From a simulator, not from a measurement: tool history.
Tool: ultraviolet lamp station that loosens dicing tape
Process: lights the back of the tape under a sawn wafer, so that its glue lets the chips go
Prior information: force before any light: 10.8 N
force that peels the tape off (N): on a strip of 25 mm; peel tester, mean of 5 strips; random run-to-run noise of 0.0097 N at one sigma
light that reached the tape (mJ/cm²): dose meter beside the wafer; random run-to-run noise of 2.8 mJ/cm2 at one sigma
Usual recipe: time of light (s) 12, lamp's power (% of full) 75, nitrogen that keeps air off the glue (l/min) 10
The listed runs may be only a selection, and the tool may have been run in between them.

run    hour  time of light (s)  lamp's power (% of full)  nitrogen that keeps air off the glue (l/min)  force that peels the tape off (N)  light that reached the tape (mJ/cm²)
  1     0.0                 12                        75                                            10                              0.596                                   355
  2    47.4                 12                        75                                            10                              0.609                                   346
  3   107.0                 12                        75                                            10                              0.613                                   344
  4   139.1                 12                        75                                            10                              0.635                                   342
  5   180.7                 12                        75                                             5                              1.175                                   340
  6   207.4                 12                        75                                             5                              1.162                                   343
  7   242.9                 12                        75                                             5                              1.157                                   341
  8   280.9                 12                        75                                             5                              1.203                                   334
  9   325.7                 12                        75                                             5                              1.203                                   334
 10   360.9                 12                        75                                             5                              1.201                                   335
 11   399.6                 12                        75                                            10                              0.707                                   329
 12   460.7                 12                        75                                            10                              0.724                                   322
 13   521.5                 12                        75                                            10                              0.757                                   325
 14   578.3                  6                        75                                            10                              2.882                                   162
 15   618.3                  6                        75                                            10                              2.842                                   160
 16   644.3                 12                        75                                            10                              0.805                                   314
 17   686.9                 12                        75                                            10                              0.793                                   312
 18   720.4                 12                        75                                            10                              0.816                                   309
 19   764.7                 12                        75                                            10                              0.827                                   310
 20   808.1                 12                        75                                            10                              0.836                                   302
 21   872.0                 12                        75                                            10                              0.582                                   364
 22   932.6                 12                        75                                            10                              0.583                                   356
 23   973.6                 20                        79                                            18                              0.080                                   623
 24  1007.2                  7                        76                                            18                              1.471                                   210
 25  1064.2                  7                        76                                            18                              1.491                                   204
 26  1114.7                  7                        76                                            18                              1.462                                   205
 27  1146.8                  7                        65                                             5                              3.416                                   173
 28  1199.1                  6                        65                                             6                              3.683                                   148
 29  1243.0                 12                        68                                             3                              1.950                                   309
 30  1274.2                 12                        71                                             3                              1.872                                   321
 31  1301.3                 12                        71                                             3                              1.812                                   315
 32  1364.9                 12                        71                                             3                              2.013                                   311
 33  1405.0                 12                        69                                            10                              0.873                                   302
 34  1441.3                 12                        69                                            10                              0.908                                   304
 35  1496.1                 12                        64                                            10                              1.099                                   274

Between the runs listed above, the log contained 1 entry, not reproduced here. Where in the sequence does each belong, and how does what the log doesn't record of the tool's condition differ from the listed run before to the listed run after?
From run 20 to run 21: window cleaned of glue's vapour (hour 812.5)
  lamp's light, % of a new lamp's: 90.5 -> 90.1; light that the window lets through, % of a clean one's: 84.8 -> 99.4
  the result without the hidden state subtracted from the measured one, force that peels the tape off (N): +0.431 -> +0.157; light that reached the tape (mJ/cm²): -93 -> -42
